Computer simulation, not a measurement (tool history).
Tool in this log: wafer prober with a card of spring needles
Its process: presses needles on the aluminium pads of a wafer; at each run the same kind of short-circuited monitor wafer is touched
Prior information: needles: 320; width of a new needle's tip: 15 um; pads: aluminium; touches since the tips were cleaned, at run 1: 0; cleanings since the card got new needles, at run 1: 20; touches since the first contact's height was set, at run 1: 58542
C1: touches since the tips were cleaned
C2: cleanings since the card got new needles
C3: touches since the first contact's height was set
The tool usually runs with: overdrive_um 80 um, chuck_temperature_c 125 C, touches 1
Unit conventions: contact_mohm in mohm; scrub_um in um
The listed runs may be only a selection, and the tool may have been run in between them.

run 1 day=0.000 | overdrive_um=80 chuck_temperature_c=125 touches=1 | C1=0 C2=20 C3=58542 | contact_mohm=273 scrub_um=10.63
-- day=0.296 tips cleaned on abrasive film
-- day=0.592 tips cleaned on abrasive film
-- day=0.888 tips cleaned on abrasive film
-- day=1.188 tips cleaned on abrasive film
-- day=1.425 tips cleaned on abrasive film
-- day=1.721 tips cleaned on abrasive film
-- day=2.017 tips cleaned on abrasive film
-- day=2.312 tips cleaned on abrasive film
-- day=2.608 tips cleaned on abrasive film
-- day=2.904 tips cleaned on abrasive film
run 2 day=3.075 | overdrive_um=80 chuck_temperature_c=125 touches=1 | C1=1720 C2=30 C3=89372 | contact_mohm=367 scrub_um=10.75
-- day=3.196 tips cleaned on abrasive film
-- day=3.433 tips cleaned on abrasive film
-- day=3.729 tips cleaned on abrasive film
-- day=3.967 tips cleaned on abrasive film
-- day=4.262 tips cleaned on abrasive film
-- day=4.558 tips cleaned on abrasive film
-- day=4.858 tips cleaned on abrasive film
-- day=5.096 tips cleaned on abrasive film
-- day=5.392 tips cleaned on abrasive film
-- day=5.629 tips cleaned on abrasive film
-- day=5.758 height of the first contact set anew
-- day=5.879 tips cleaned on abrasive film
-- day=6.175 tips cleaned on abrasive film
-- day=6.471 tips cleaned on abrasive film
run 3 day=6.575 | overdrive_um=80 chuck_temperature_c=125 touches=1 | C1=1044 C2=43 C3=8173 | contact_mohm=337 scrub_um=11.01
-- day=6.754 tips cleaned on abrasive film
-- day=6.992 tips cleaned on abrasive film
-- day=7.288 tips cleaned on abrasive film
-- day=7.583 tips cleaned on abrasive film
-- day=7.883 tips cleaned on abrasive film
-- day=8.179 tips cleaned on abrasive film
-- day=8.475 tips cleaned on abrasive film
-- day=8.771 tips cleaned on abrasive film
-- day=9.067 tips cleaned on abrasive film
-- day=9.362 tips cleaned on abrasive film
-- day=9.658 tips cleaned on abrasive film
-- day=9.954 tips cleaned on abrasive film
run 4 day=10.012 | overdrive_um=80 chuck_temperature_c=125 touches=1 | C1=577 C2=55 C3=42612 | contact_mohm=326 scrub_um=10.89
-- day=10.250 tips cleaned on abrasive film
-- day=10.488 tips cleaned on abrasive film
-- day=10.783 tips cleaned on abrasive film
-- day=11.079 tips cleaned on abrasive film
-- day=11.379 tips cleaned on abrasive film
run 5 day=11.438 | overdrive_um=80 chuck_temperature_c=125 touches=1 | C1=622 C2=60 C3=56898 | contact_mohm=323 scrub_um=10.86
-- day=11.617 tips cleaned on abrasive film
-- day=11.912 tips cleaned on abrasive film
-- day=12.212 tips cleaned on abrasive film
-- day=12.508 tips cleaned on abrasive film
-- day=12.804 tips cleaned on abrasive film
-- day=13.100 tips cleaned on abrasive film
-- day=13.383 tips cleaned on abrasive film
run 6 day=13.383 | overdrive_um=80 chuck_temperature_c=125 touches=1 | C1=0 C2=67 C3=76351 | contact_mohm=281 scrub_um=10.71
-- day=13.679 tips cleaned on abrasive film
-- day=13.917 tips cleaned on abrasive film
-- day=14.212 tips cleaned on abrasive film
-- day=14.450 tips cleaned on abrasive film
-- day=14.746 tips cleaned on abrasive film
-- day=15.042 tips cleaned on abrasive film
-- day=15.338 tips cleaned on abrasive film
-- day=15.638 tips cleaned on abrasive film
-- day=15.933 tips cleaned on abrasive film
-- day=16.229 tips cleaned on abrasive film
run 7 day=16.454 | overdrive_um=80 chuck_temperature_c=125 touches=1 | C1=2282 C2=77 C3=107148 | contact_mohm=394 scrub_um=10.41
-- day=16.517 tips cleaned on abrasive film
-- day=16.812 tips cleaned on abrasive film
-- day=17.108 tips cleaned on abrasive film
-- day=17.354 height of the first contact set anew
-- day=17.417 tips cleaned on abrasive film
-- day=17.654 tips cleaned on abrasive film
-- day=17.950 tips cleaned on abrasive film
-- day=18.246 tips cleaned on abrasive film
-- day=18.488 tips cleaned on abrasive film
run 8 day=18.496 | overdrive_um=80 chuck_temperature_c=125 touches=1 | C1=105 C2=85 C3=11393 | contact_mohm=287 scrub_um=11.01
-- day=18.733 tips cleaned on abrasive film
-- day=19.029 tips cleaned on abrasive film
-- day=19.267 tips cleaned on abrasive film
-- day=19.567 tips cleaned on abrasive film
-- day=19.862 tips cleaned on abrasive film
-- day=20.100 tips cleaned on abrasive film
run 9 day=20.167 | overdrive_um=80 chuck_temperature_c=125 touches=1 | C1=701 C2=91 C3=28138 | contact_mohm=343 scrub_um=10.99
-- day=20.350 tips cleaned on abrasive film
-- day=20.646 tips cleaned on abrasive film
-- day=20.942 tips cleaned on abrasive film
-- day=21.238 tips cleaned on abrasive film
-- day=21.475 tips cleaned on abrasive film
-- day=21.771 tips cleaned on abrasive film
-- day=22.067 tips cleaned on abrasive film
-- day=22.362 tips cleaned on abrasive film
run 10 day=22.458 | overdrive_um=80 chuck_temperature_c=125 touches=1 | C1=953 C2=99 C3=51076 | contact_mohm=350 scrub_um=10.72
-- day=22.638 tips cleaned on abrasive film
-- day=22.933 tips cleaned on abrasive film
-- day=23.229 tips cleaned on abrasive film
-- day=23.525 tips cleaned on abrasive film
-- day=23.821 tips cleaned on abrasive film
-- day=24.121 tips cleaned on abrasive film
-- day=24.358 tips cleaned on abrasive film
-- day=24.654 tips cleaned on abrasive film
-- day=24.950 tips cleaned on abrasive film
-- day=25.246 tips cleaned on abrasive film
-- day=25.483 tips cleaned on abrasive film
run 11 day=25.496 | overdrive_um=64 chuck_temperature_c=113 touches=2 | C1=124 C2=110 C3=81498 | contact_mohm=296 scrub_um=8.48
-- day=25.733 tips cleaned on abrasive film
-- day=26.029 tips cleaned on abrasive film
-- day=26.325 tips cleaned on abrasive film
-- day=26.625 tips cleaned on abrasive film
-- day=26.921 tips cleaned on abrasive film
-- day=27.158 tips cleaned on abrasive film
-- day=27.454 tips cleaned on abrasive film
-- day=27.750 tips cleaned on abrasive film
-- day=28.046 tips cleaned on abrasive film
-- day=28.300 tips cleaned on abrasive film
run 12 day=28.300 | overdrive_um=64 chuck_temperature_c=113 touches=2 | C1=0 C2=120 C3=109563 | contact_mohm=291 scrub_um=8.38
-- day=28.538 tips cleaned on abrasive film
-- day=28.833 tips cleaned on abrasive film
-- day=28.962 height of the first contact set anew
-- day=29.142 tips cleaned on abrasive film
-- day=29.438 tips cleaned on abrasive film
-- day=29.675 tips cleaned on abrasive film
-- day=29.971 tips cleaned on abrasive film
-- day=30.271 tips cleaned on abrasive film
-- day=30.508 tips cleaned on abrasive film
run 13 day=30.700 | overdrive_um=81 chuck_temperature_c=30 touches=1 | C1=1961 C2=128 C3=17408 | contact_mohm=394 scrub_um=11.33
-- day=30.762 tips cleaned on abrasive film
-- day=31.058 tips cleaned on abrasive film
-- day=31.354 tips cleaned on abrasive film
-- day=31.650 tips cleaned on abrasive film
-- day=31.950 tips cleaned on abrasive film
-- day=32.246 tips cleaned on abrasive film
-- day=32.483 tips cleaned on abrasive film
run 14 day=32.483 | overdrive_um=81 chuck_temperature_c=30 touches=1 | C1=0 C2=135 C3=35254 | contact_mohm=252 scrub_um=11.00
-- day=32.779 tips cleaned on abrasive film
-- day=33.017 tips cleaned on abrasive film
-- day=33.258 tips cleaned on abrasive film
-- day=33.554 tips cleaned on abrasive film
-- day=33.850 tips cleaned on abrasive film
-- day=34.088 tips cleaned on abrasive film
-- day=34.383 tips cleaned on abrasive film
-- day=34.679 tips cleaned on abrasive film
-- day=34.917 tips cleaned on abrasive film
run 15 day=35.021 | overdrive_um=81 chuck_temperature_c=30 touches=1 | C1=1039 C2=144 C3=60650 | contact_mohm=351 scrub_um=10.82
-- day=35.200 tips cleaned on abrasive film
-- day=35.496 tips cleaned on abrasive film
-- day=35.792 tips cleaned on abrasive film
-- day=36.088 tips cleaned on abrasive film
-- day=36.325 tips cleaned on abrasive film
-- day=36.625 tips cleaned on abrasive film
-- day=36.921 tips cleaned on abrasive film
-- day=37.217 tips cleaned on abrasive film
-- day=37.454 tips cleaned on abrasive film
run 16 day=37.642 | overdrive_um=77 chuck_temperature_c=110 touches=1 | C1=1894 C2=153 C3=86901 | contact_mohm=429 scrub_um=10.04
-- day=37.704 tips cleaned on abrasive film
-- day=38.000 tips cleaned on abrasive film
-- day=38.296 tips cleaned on abrasive film
-- day=38.592 tips cleaned on abrasive film
-- day=38.888 tips cleaned on abrasive film
-- day=39.183 tips cleaned on abrasive film
-- day=39.479 tips cleaned on abrasive film
-- day=39.779 tips cleaned on abrasive film
-- day=40.075 tips cleaned on abrasive film
run 17 day=40.142 | overdrive_um=80 chuck_temperature_c=30 touches=1 | C1=679 C2=162 C3=111938 | contact_mohm=333 scrub_um=10.49
-- day=40.321 tips cleaned on abrasive film
-- day=40.558 tips cleaned on abrasive film
-- day=40.571 height of the first contact set anew
-- day=40.867 tips cleaned on abrasive film
-- day=41.162 tips cleaned on abrasive film
-- day=41.458 tips cleaned on abrasive film
run 18 day=41.679 | overdrive_um=83 chuck_temperature_c=94 touches=3 | C1=2225 C2=167 C3=11136 | contact_mohm=316 scrub_um=11.48
-- day=41.742 tips cleaned on abrasive film
-- day=41.979 tips cleaned on abrasive film
-- day=42.275 tips cleaned on abrasive film
-- day=42.512 tips cleaned on abrasive film
-- day=42.808 tips cleaned on abrasive film
-- day=43.104 tips cleaned on abrasive film
-- day=43.400 tips cleaned on abrasive film
-- day=43.700 tips cleaned on abrasive film
-- day=43.996 tips cleaned on abrasive film
-- day=44.292 tips cleaned on abrasive film
-- day=44.588 tips cleaned on abrasive film
run 19 day=44.779 | overdrive_um=80 chuck_temperature_c=32 touches=1 | C1=1935 C2=178 C3=42180 | contact_mohm=432 scrub_um=10.81

4 options for the next run, each taken on its own from the tool as it stands now. Forecast them:
-- day=44.842 tips cleaned on abrasive film
-- day=45.138 tips cleaned on abrasive film
-- day=45.375 tips cleaned on abrasive film
-- day=45.671 tips cleaned on abrasive film
-- day=45.967 tips cleaned on abrasive film
-- day=46.262 tips cleaned on abrasive film
-- day=46.558 tips cleaned on abrasive film
-- day=46.858 tips cleaned on abrasive film
-- day=47.154 tips cleaned on abrasive film
run A day=47.383 | overdrive_um=80 chuck_temperature_c=32 touches=1 | C1=2325 C2=187 C3=68269 | contact_mohm=? scrub_um=?
-- day=44.842 tips cleaned on abrasive film
-- day=45.138 tips cleaned on abrasive film
-- day=45.375 tips cleaned on abrasive film
-- day=45.671 tips cleaned on abrasive film
-- day=45.967 tips cleaned on abrasive film
-- day=46.262 tips cleaned on abrasive film
-- day=46.558 tips cleaned on abrasive film
-- day=46.858 tips cleaned on abrasive film
-- day=47.154 tips cleaned on abrasive film
run B day=47.383 | overdrive_um=89 chuck_temperature_c=106 touches=2 | C1=2325 C2=187 C3=68269 | contact_mohm=? scrub_um=?
-- day=44.842 tips cleaned on abrasive film
-- day=45.138 tips cleaned on abrasive film
-- day=45.375 tips cleaned on abrasive film
-- day=45.671 tips cleaned on abrasive film
-- day=45.967 tips cleaned on abrasive film
-- day=46.262 tips cleaned on abrasive film
-- day=46.558 tips cleaned on abrasive film
-- day=46.858 tips cleaned on abrasive film
-- day=47.154 tips cleaned on abrasive film
run C day=47.383 | overdrive_um=80 chuck_temperature_c=30 touches=1 | C1=2325 C2=187 C3=68269 | contact_mohm=? scrub_um=?
-- day=44.842 tips cleaned on abrasive film
-- day=45.138 tips cleaned on abrasive film
-- day=45.375 tips cleaned on abrasive film
-- day=45.671 tips cleaned on abrasive film
-- day=45.967 tips cleaned on abrasive film
-- day=46.262 tips cleaned on abrasive film
-- day=46.558 tips cleaned on abrasive film
-- day=46.858 tips cleaned on abrasive film
-- day=47.154 tips cleaned on abrasive film
run D day=47.383 | overdrive_um=80 chuck_temperature_c=30 touches=2 | C1=2325 C2=187 C3=68269 | contact_mohm=? scrub_um=?

run=A contact_mohm=460 scrub_um=10.71
run=B contact_mohm=359 scrub_um=12.09
run=C contact_mohm=463 scrub_um=10.61
run=D contact_mohm=380 scrub_um=10.72
What these runs would have given with no unlogged condition in the tool:
run=A contact_mohm=238 scrub_um=11.05
run=B contact_mohm=259 scrub_um=12.42
run=C contact_mohm=239 scrub_um=10.95
run=D contact_mohm=242 scrub_um=11.06

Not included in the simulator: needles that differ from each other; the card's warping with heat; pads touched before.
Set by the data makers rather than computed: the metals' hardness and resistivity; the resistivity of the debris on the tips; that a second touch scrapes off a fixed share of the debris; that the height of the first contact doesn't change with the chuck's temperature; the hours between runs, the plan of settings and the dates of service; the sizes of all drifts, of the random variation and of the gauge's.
